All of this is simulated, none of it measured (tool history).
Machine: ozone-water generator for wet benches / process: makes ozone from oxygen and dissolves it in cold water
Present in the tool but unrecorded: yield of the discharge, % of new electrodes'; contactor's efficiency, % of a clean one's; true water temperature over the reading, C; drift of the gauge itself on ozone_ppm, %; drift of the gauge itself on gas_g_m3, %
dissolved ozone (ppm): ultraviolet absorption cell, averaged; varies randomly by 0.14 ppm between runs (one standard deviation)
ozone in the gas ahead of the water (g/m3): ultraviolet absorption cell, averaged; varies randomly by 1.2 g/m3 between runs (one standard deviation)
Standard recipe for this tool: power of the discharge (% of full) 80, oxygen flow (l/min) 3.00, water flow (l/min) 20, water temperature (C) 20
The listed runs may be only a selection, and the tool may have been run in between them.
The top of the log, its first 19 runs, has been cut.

run      day  power of the discharge (% of full)  oxygen flow (l/min)  water flow (l/min)  water temperature (C)  hours of work since the electrodes were changed  hours of work since the contactor was cleaned  hours of work since the thermometer was calibrated  dissolved ozone (ppm)  ozone in the gas ahead of the water (g/m3)
      55.675  -- contactor cleaned
 20   57.346                                  64                 3.76                  20                     20                                             2086                                             29                                                 434                   13.0                                       166.1
 21   61.596                                  47                 3.76                  14                     17                                             2159                                            101                                                 506                   15.9                                       140.2
      62.300  -- contactor cleaned, once more
 22   64.829                                  56                 4.61                  12                     28                                             2212                                             43                                                 559                   17.7                                       144.5
 23   68.608                                  56                 4.61                  12                     28                                             2276                                            108                                                 624                   17.6                                       144.4
 24   72.338                                  80                 3.00                  20                     27                                             2340                                            172                                                 688                   13.6                                       199.1
 25   75.275                                  42                 3.74                  27                     13                                             2391                                            222                                                 738                    9.0                                       132.6
 26   79.425                                  42                 3.74                  27                     13                                             2462                                            293                                                 809                    9.0                                       133.2
 27   83.700                                  40                 2.59                  13                     22                                             2535                                            367                                                 882                   14.0                                       145.1
 28   86.312                                  96                 2.59                  29                     28                                             2580                                            412                                                 927                    9.7                                       229.3
 29   88.104                                  62                 3.00                  20                     12                                             2610                                            442                                                 958                   13.9                                       173.6
 30   91.942                                  62                 3.36                  20                     16                                             2676                                            508                                                1024                   13.8                                       168.0
 31   94.192                                  62                 3.36                  20                     16                                             2715                                            547                                                1062                   13.9                                       169.1
 32   97.388                                  41                 4.37                  20                     20                                             2770                                            601                                                1117                   11.4                                       124.2
 33  101.775                                  67                 3.00                  20                     16                                             2845                                            676                                                1192                   13.8                                       181.4

Alternative continuations, all from the tool just after run 33; predict every row:
  A  103.821                                  80                 4.73                  20                     17                                             2880                                            712                                                1227                      ?                                           ?
  B  103.821                                  80                 3.00                  20                     15                                             2880                                            712                                                1227                      ?                                           ?
  C  103.821                                  55                 4.89                  20                     14                                             2880                                            712                                                1227                      ?                                           ?
  D  103.821                                  82                 3.00                  20                     16                                             2880                                            712                                                1227                      ?                                           ?

run  dissolved ozone (ppm)  ozone in the gas ahead of the water (g/m3)
  A                   17.4                                       171.2
  B                   15.2                                       197.3
  C                   15.1                                       140.2
  D                   15.3                                       199.5
Stripped of hidden state, with their random variation kept, the same runs would have yielded:
run  dissolved ozone (ppm)  ozone in the gas ahead of the water (g/m3)
  A                   18.7                                       180.4
  B                   16.3                                       207.9
  C                   16.0                                       146.3
  D                   16.4                                       210.3
